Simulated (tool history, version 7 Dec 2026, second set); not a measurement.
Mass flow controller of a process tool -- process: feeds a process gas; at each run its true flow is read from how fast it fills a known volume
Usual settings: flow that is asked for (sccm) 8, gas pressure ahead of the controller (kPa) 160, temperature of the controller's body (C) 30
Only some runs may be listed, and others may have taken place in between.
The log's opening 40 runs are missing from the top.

run,hour,flow that is asked for (sccm),gas pressure ahead of the controller (kPa),temperature of the controller's body (C),true flow (%)
41,2913.6,10,268,32,100.25
42,3024.2,8,146,22,100.22
43,3112.0,8,146,22,100.26
44,3163.4,3,160,23,99.90
45,3207.9,4,193,21,100.05
46,3252.6,13,202,30,100.83
47,3319.9,8,160,31,100.09
48,3423.8,15,189,21,101.55

Each row is a separate what-if for the run after 48, all from the same tool condition, not one after another. Results?
A,3494.1,19,189,32,?
B,3494.1,5,184,40,?
C,3494.1,10,212,25,?
D,3494.1,2,171,35,?
E,3494.1,11,160,34,?

run,true flow (%)
A,101.73
B,99.42
C,100.74
D,99.85
E,100.33
Take away the tool's hidden state, keep each run's random variation, and the runs would have read:
run,true flow (%)
A,99.52
B,96.89
C,98.42
D,96.65
E,98.03

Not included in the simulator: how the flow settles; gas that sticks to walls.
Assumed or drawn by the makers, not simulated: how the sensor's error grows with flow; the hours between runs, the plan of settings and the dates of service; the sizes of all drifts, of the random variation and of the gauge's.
